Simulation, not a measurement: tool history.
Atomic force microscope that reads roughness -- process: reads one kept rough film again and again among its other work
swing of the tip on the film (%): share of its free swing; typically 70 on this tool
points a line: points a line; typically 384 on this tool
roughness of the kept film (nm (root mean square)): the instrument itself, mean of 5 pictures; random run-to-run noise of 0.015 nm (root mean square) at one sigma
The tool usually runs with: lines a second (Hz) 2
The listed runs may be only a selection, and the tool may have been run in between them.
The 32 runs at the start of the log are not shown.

run,hour,lines a second (Hz),swing of the tip on the film (%),points a line,pictures with this tip,hours of work since the height scale was calibrated,roughness of the kept film (nm (root mean square))
# hour 1782.4: new tip fitted
33,1844.9,2,60,952,139,472,3.425
# hour 1894.6: new tip fitted
34,1922.5,2,63,409,62,529,3.503
35,1986.9,0.95,70,288,206,576,3.264
# hour 2006.5: new tip fitted
36,2019.3,0.95,70,288,28,600,3.658
37,2084.2,1.34,83,281,173,648,3.115
# hour 2122: new tip fitted
38,2145.6,2.69,83,835,53,693,3.034
39,2188.1,1.66,69,574,147,724,3.314
40,2228.5,1.66,69,1000,237,754,3.117
# hour 2240: new tip fitted
41,2293.5,2.92,78,890,119,802,3.035
42,2340.3,0.59,73,627,223,837,3.29
# hour 2351.6: new tip fitted
43,2416.8,0.59,73,627,146,893,3.424
# hour 2465.5: new tip fitted
44,2465.5,1.89,60,685,0,928,3.703
45,2512.2,1.89,60,685,104,963,3.459
46,2565.1,1.89,75,685,222,1002,3.042
# hour 2581.6: new tip fitted
47,2625.2,1.89,75,685,97,1046,3.329
48,2660.9,0.84,81,537,177,1073,3.264
# hour 2696.1: new tip fitted
49,2716.1,2.86,70,384,45,1113,3.347
50,2748.4,0.98,56,384,117,1137,3.572

Each row is a separate what-if for the run after 50, all from the same tool condition, not one after another. Results?
# hour 2808.4: new tip fitted
A,2818.3,0.68,70,725,22,1188,?
# hour 2808.4: new tip fitted
B,2818.3,2,66,279,22,1188,?
# hour 2808.4: new tip fitted
C,2818.3,2.19,77,914,22,1188,?
# hour 2808.4: new tip fitted
D,2818.3,1.1,56,384,22,1188,?
# hour 2808.4: new tip fitted
E,2818.3,2.91,64,526,22,1188,?

run,roughness of the kept film (nm (root mean square))
A,3.747
B,3.572
C,3.365
D,3.754
E,3.53
Had the tool no hidden state, the same runs would have come out as:
run,roughness of the kept film (nm (root mean square))
A,3.859
B,3.678
C,3.465
D,3.866
E,3.635
